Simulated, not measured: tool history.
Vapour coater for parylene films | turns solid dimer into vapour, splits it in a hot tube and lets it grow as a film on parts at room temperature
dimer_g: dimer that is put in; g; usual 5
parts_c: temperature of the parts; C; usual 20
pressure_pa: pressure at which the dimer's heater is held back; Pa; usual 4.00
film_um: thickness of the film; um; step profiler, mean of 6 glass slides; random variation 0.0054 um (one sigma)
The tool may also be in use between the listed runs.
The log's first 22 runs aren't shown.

run 23 hour=974.2 | dimer_g=8 parts_c=17 pressure_pa=2.62 | film_um=1.917
run 24 hour=1023.4 | dimer_g=8 parts_c=12 pressure_pa=5.41 | film_um=1.989
-- hour=1039.7 trap's valve overhauled
run 25 hour=1087.8 | dimer_g=8 parts_c=12 pressure_pa=5.41 | film_um=1.988
run 26 hour=1112.5 | dimer_g=5 parts_c=20 pressure_pa=2.73 | film_um=1.068
run 27 hour=1166.6 | dimer_g=2 parts_c=28 pressure_pa=4.00 | film_um=0.290
run 28 hour=1193.4 | dimer_g=2 parts_c=24 pressure_pa=2.78 | film_um=0.366
run 29 hour=1225.4 | dimer_g=5 parts_c=17 pressure_pa=9.97 | film_um=0.908
run 30 hour=1281.5 | dimer_g=5 parts_c=14 pressure_pa=9.97 | film_um=1.015
run 31 hour=1318.9 | dimer_g=5 parts_c=14 pressure_pa=9.97 | film_um=1.014
run 32 hour=1358.5 | dimer_g=2 parts_c=18 pressure_pa=9.97 | film_um=0.344
run 33 hour=1401.9 | dimer_g=2 parts_c=21 pressure_pa=3.83 | film_um=0.394

Forecast each of these 5 alternatives for the next run:
run A hour=1452.7 | dimer_g=2 parts_c=23 pressure_pa=3.83 | film_um=?
run B hour=1452.7 | dimer_g=7 parts_c=21 pressure_pa=3.83 | film_um=?
run C hour=1452.7 | dimer_g=5 parts_c=14 pressure_pa=4.00 | film_um=?
run D hour=1452.7 | dimer_g=3 parts_c=12 pressure_pa=3.18 | film_um=?
run E hour=1452.7 | dimer_g=2 parts_c=22 pressure_pa=3.08 | film_um=?

run=A film_um=0.354
run=B film_um=1.339
run=C film_um=1.231
run=D film_um=0.833
run=E film_um=0.380
Without the tool's hidden state the same runs would have given:
run=A film_um=0.345
run=B film_um=1.305
run=C film_um=1.200
run=D film_um=0.811
run=E film_um=0.370
